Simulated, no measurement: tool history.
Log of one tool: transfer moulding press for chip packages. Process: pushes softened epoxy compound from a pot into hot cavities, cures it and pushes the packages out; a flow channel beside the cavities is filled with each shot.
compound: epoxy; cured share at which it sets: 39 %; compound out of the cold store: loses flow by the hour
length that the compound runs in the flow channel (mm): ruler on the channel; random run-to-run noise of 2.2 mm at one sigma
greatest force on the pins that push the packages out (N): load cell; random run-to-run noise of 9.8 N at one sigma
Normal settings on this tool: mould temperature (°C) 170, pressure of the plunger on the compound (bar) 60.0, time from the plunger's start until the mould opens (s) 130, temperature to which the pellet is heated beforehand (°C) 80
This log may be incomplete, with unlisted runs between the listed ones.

run	day	mould temperature (°C)	pressure of the plunger on the compound (bar)	time from the plunger's start until the mould opens (s)	temperature to which the pellet is heated beforehand (°C)	incoming compound's hours out of the cold store	length that the compound runs in the flow channel (mm)	greatest force on the pins that push the packages out (N)
1	0.000	170	60.0	130	80	38.0	742	693
2	0.579	170	60.0	130	80	27.9	775	744
3	1.029	170	60.0	130	80	38.8	737	458
4	1.321	170	60.0	130	80	15.6	808	528
5	1.725	166	60.0	130	80	33.1	768	697
6	2.229	166	60.0	123	80	25.3	790	896
7	2.792	166	60.0	123	80	33.0	767	891
8	3.162	166	60.0	123	80	40.1	742	914
9	3.846	166	60.0	123	80	14.5	850	1066
10	4.333	166	60.0	123	80	43.7	760	1007
11	4.825	166	60.0	123	80	36.0	784	675
12	5.233	166	60.0	135	80	22.0	825	657
13	5.571	166	60.0	135	80	11.4	861	715
14	5.846	166	60.0	135	80	31.3	795	726
15	6.400	166	60.0	112	80	12.1	857	1204
16	6.804	166	47.5	136	74	8.3	774	866
17	7.358	167	64.0	123	80	13.0	877	971
18	7.967	168	54.1	130	80	46.4	702	463
19	8.508	170	73.2	130	75	37.5	836	516
20	9.038	165	53.9	148	78	37.4	736	607
21	9.612	165	53.9	148	78	47.2	706	669
22	10.192	173	67.8	148	83	45.6	765	565
23	10.729	164	60.0	162	86	10.7	857	721
24	11.308	172	60.0	155	80	21.9	787	638
25	11.842	172	60.0	155	80	14.0	812	401
26	12.379	172	60.0	155	80	13.2	815	465
27	12.733	172	60.0	155	80	13.3	818	516
28	13.146	170	60.0	135	83	38.8	747	595

Not shown here: 5 entries made in the log between runs. Locate each between two listed runs and compare the hidden state at the listed run before it with the hidden state at the listed run after it:
In the gap between runs 2 and 3: cavities cleaned with cleaning compound and waxed (day 0.875)
  true mould temperature over the reading, C: 0.28 -> 0.29; pressure that reaches the compound, % of what is set: 94.05 -> 93.9; grip of the stained cavities, % over clean ones': 72.9 -> 7.5
  measured value less the no-hidden-state value, length that the compound runs in the flow channel (mm): -26 -> -24; greatest force on the pins that push the packages out (N): +305 -> +26
In the gap between runs 8 and 9: plunger's sealing rings changed (day 3.304)
  true mould temperature over the reading, C: 0.32 -> 0.33; pressure that reaches the compound, % of what is set: 93.07 -> 99.51; grip of the stained cavities, % over clean ones': 62.8 -> 70.5
  measured value less the no-hidden-state value, length that the compound runs in the flow channel (mm): -28 -> -4; greatest force on the pins that push the packages out (N): +338 -> +424
In the gap between runs 10 and 11: cavities cleaned with cleaning compound and waxed (day 4.471)
  true mould temperature over the reading, C: 0.33 -> 0.34; pressure that reaches the compound, % of what is set: 99.3 -> 99.14; grip of the stained cavities, % over clean ones': 75.5 -> 16
  measured value less the no-hidden-state value, length that the compound runs in the flow channel (mm): -4 -> -5; greatest force on the pins that push the packages out (N): +419 -> +78
In the gap between runs 17 and 18: cavities cleaned with cleaning compound and waxed (day 7.967)
  pressure that reaches the compound, % of what is set: 98.15 -> 97.93; grip of the stained cavities, % over clean ones': 71 -> 2.5
  measured value less the no-hidden-state value, length that the compound runs in the flow channel (mm): -10 -> -9; greatest force on the pins that push the packages out (N): +387 -> +2
In the gap between runs 24 and 25: cavities cleaned with cleaning compound and waxed (day 11.446)
  true mould temperature over the reading, C: 0.43 -> 0.44; pressure that reaches the compound, % of what is set: 96.65 -> 96.47; grip of the stained cavities, % over clean ones': 74.8 -> 15.8
  measured value less the no-hidden-state value, length that the compound runs in the flow channel (mm): -15 -> -17; greatest force on the pins that push the packages out (N): +272 -> +53
